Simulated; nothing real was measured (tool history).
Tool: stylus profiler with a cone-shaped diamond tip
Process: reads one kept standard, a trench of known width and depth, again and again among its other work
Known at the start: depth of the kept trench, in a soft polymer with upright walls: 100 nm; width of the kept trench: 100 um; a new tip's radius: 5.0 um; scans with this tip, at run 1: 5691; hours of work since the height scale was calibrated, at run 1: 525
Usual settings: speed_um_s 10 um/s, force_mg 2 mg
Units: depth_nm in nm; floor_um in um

| run | hour | speed_um_s | force_mg | scans with this tip | hours of work since the height scale was calibrated | depth_nm | floor_um |
|---|---|---|---|---|---|---|---|
| 1 | 0 | 10 | 2 | 5691 | 525 | 101.33 | 98.01 |
| 2 | 60.2 | 10 | 2 | 6020 | 556 | 101.31 | 97.94 |
| 3 | 107.4 | 2 | 2 | 6279 | 579 | 101.31 | 97.99 |
| 4 | 166.2 | 2 | 2 | 6601 | 609 | 101.36 | 98.02 |
| 5 | 247.2 | 2 | 2 | 7044 | 650 | 101.33 | 98.02 |
| 6 | 310.6 | 2 | 2 | 7392 | 682 | 101.36 | 97.95 |
| 7 | 381.8 | 10 | 1.88 | 7781 | 718 | 101.29 | 97.95 |
| 8 | 445.5 | 10 | 1.88 | 8130 | 750 | 101.28 | 97.9 |
| 9 | 528.1 | 10 | 1.88 | 8583 | 792 | 101.31 | 97.89 |
| 10 | 612.7 | 13 | 1.16 | 9046 | 835 | 100.9 | 97.92 |
| 11 | 704.5 | 4 | 0.81 | 9549 | 881 | 100.72 | 97.95 |
| 12 | 786.8 | 4 | 0.67 | 9999 | 923 | 100.64 | 97.88 |
| 13 | 867.5 | 4 | 0.67 | 10441 | 964 | 100.62 | 97.89 |
| 14 | 950.4 | 2 | 0.8 | 10895 | 1005 | 100.7 | 98.01 |
| 15 | 1033.4 | 2 | 0.8 | 11350 | 1047 | 100.74 | 97.9 |
| 16 | 1087.1 | 2 | 2 | 11644 | 1075 | 101.32 | 97.94 |

5 ways to go on from here, each from the tool as it stands after run 16. What would each give?
|  | 1127.9 | new tip fitted, height scale calibrated |
| A | 1151.1 | 2 | 3.17 | 127 | 12 | ? | ? |
|  | 1127.9 | new tip fitted, height scale calibrated |
| B | 1151.1 | 38 | 1.45 | 127 | 12 | ? | ? |
|  | 1127.9 | new tip fitted, height scale calibrated |
| C | 1151.1 | 13 | 3.68 | 127 | 12 | ? | ? |
|  | 1127.9 | new tip fitted, height scale calibrated |
| D | 1151.1 | 7 | 2.26 | 127 | 12 | ? | ? |
|  | 1127.9 | new tip fitted, height scale calibrated |
| E | 1151.1 | 2 | 3.59 | 127 | 12 | ? | ? |

| run | depth_nm | floor_um |
|---|---|---|
| A | 101.85 | 98.01 |
| B | 101.05 | 97.78 |
| C | 102.01 | 97.98 |
| D | 101.44 | 98 |
| E | 101.98 | 98.01 |
Without the tool's hidden state the same runs would have given:
| run | depth_nm | floor_um |
|---|---|---|
| A | 101.85 | 98.01 |
| B | 101.05 | 97.78 |
| C | 102.01 | 97.98 |
| D | 101.44 | 98 |
| E | 101.98 | 98.01 |
